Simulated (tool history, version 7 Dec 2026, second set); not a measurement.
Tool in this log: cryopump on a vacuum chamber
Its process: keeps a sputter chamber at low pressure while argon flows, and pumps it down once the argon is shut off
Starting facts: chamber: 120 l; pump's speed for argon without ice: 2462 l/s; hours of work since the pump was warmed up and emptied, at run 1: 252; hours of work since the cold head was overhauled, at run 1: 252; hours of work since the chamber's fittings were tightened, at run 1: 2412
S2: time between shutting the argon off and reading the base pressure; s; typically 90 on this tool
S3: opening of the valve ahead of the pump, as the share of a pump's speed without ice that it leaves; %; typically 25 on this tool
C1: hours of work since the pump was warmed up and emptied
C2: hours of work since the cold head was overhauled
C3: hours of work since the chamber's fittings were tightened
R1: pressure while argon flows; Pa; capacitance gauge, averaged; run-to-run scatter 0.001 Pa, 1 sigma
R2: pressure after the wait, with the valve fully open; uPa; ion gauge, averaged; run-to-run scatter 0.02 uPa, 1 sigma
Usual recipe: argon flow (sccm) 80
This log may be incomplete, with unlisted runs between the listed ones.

Run 1, hour 0: usual settings; C1 252; C2 252; C3 2412. Result: R1 0.2249 Pa, R2 0.56 uPa.
Run 2, hour 7.7: usual settings; C1 255; C2 255; C3 2415. Result: R1 0.2251 Pa, R2 0.57 uPa.
Run 3, hour 22.7: usual settings but S3 29 %; C1 262; C2 262; C3 2422. Result: R1 0.1948 Pa, R2 0.54 uPa.
Run 4, hour 37.9: usual settings; C1 269; C2 269; C3 2429. Result: R1 0.2246 Pa, R2 0.54 uPa.
Run 5, hour 46.4: usual settings; C1 273; C2 273; C3 2432. Result: R1 0.2263 Pa, R2 0.55 uPa.
Run 6, hour 54: usual settings; C1 276; C2 276; C3 2436. Result: R1 0.2256 Pa, R2 0.56 uPa.
Run 7, hour 64.1: usual settings; C1 280; C2 280; C3 2440. Result: R1 0.2257 Pa, R2 0.55 uPa.
Run 8, hour 75: usual settings; C1 285; C2 285; C3 2445. Result: R1 0.2251 Pa, R2 0.56 uPa.
Run 9, hour 85.2: usual settings but argon flow (sccm) 64; C1 290; C2 290; C3 2450. Result: R1 0.1812 Pa, R2 0.61 uPa.
Run 10, hour 99.6: usual settings but argon flow (sccm) 93; C1 296; C2 296; C3 2456. Result: R1 0.2623 Pa, R2 0.56 uPa.
Run 11, hour 106.8: usual settings but argon flow (sccm) 160, S3 19 %; C1 300; C2 300; C3 2459. Result: R1 0.5896 Pa, R2 0.52 uPa.
Run 12, hour 113.8: usual settings but argon flow (sccm) 45, S2 50 s, S3 21 %; C1 303; C2 303; C3 2463. Result: R1 0.1508 Pa, R2 0.67 uPa.
Run 13, hour 125.8: usual settings but S2 210 s, S3 39 %; C1 308; C2 308; C3 2468. Result: R1 0.1468 Pa, R2 0.46 uPa.
Run 14, hour 140.8: usual settings but S2 210 s, S3 39 %; C1 315; C2 315; C3 2475. Result: R1 0.1473 Pa, R2 0.47 uPa.
Run 15, hour 152.1: usual settings but S2 51 s; C1 320; C2 320; C3 2480. Result: R1 0.2256 Pa, R2 0.67 uPa.

5 ways to go on from here, each from the tool as it stands after run 15. What would each give?
Run A, hour 159.8: usual settings but argon flow (sccm) 102, S2 153 s, S3 46 %; C1 323; C2 323; C3 2483. Result: R1 ?, R2 ?.
Run B, hour 159.8: usual settings but argon flow (sccm) 124, S2 51 s, S3 49 %; C1 323; C2 323; C3 2483. Result: R1 ?, R2 ?.
Run C, hour 159.8: usual settings but argon flow (sccm) 125, S2 180 s, S3 57 %; C1 323; C2 323; C3 2483. Result: R1 ?, R2 ?.
Run D, hour 159.8: usual settings but S2 22 s, S3 57 %; C1 323; C2 323; C3 2483. Result: R1 ?, R2 ?.
Run E, hour 159.8: usual settings but argon flow (sccm) 48, S2 145 s, S3 44 %; C1 323; C2 323; C3 2483. Result: R1 ?, R2 ?.

run      R1    R2
  A  0.1606  0.48
  B  0.1829  0.63
  C  0.1603  0.48
  D  0.1028  0.98
  E  0.0782   0.5
Stripped of hidden state, with their random variation kept, the same runs would have yielded:
run      R1    R2
  A  0.1527  0.18
  B  0.1733  0.34
  C  0.1507  0.18
  D  0.0966  0.68
  E  0.0745  0.21
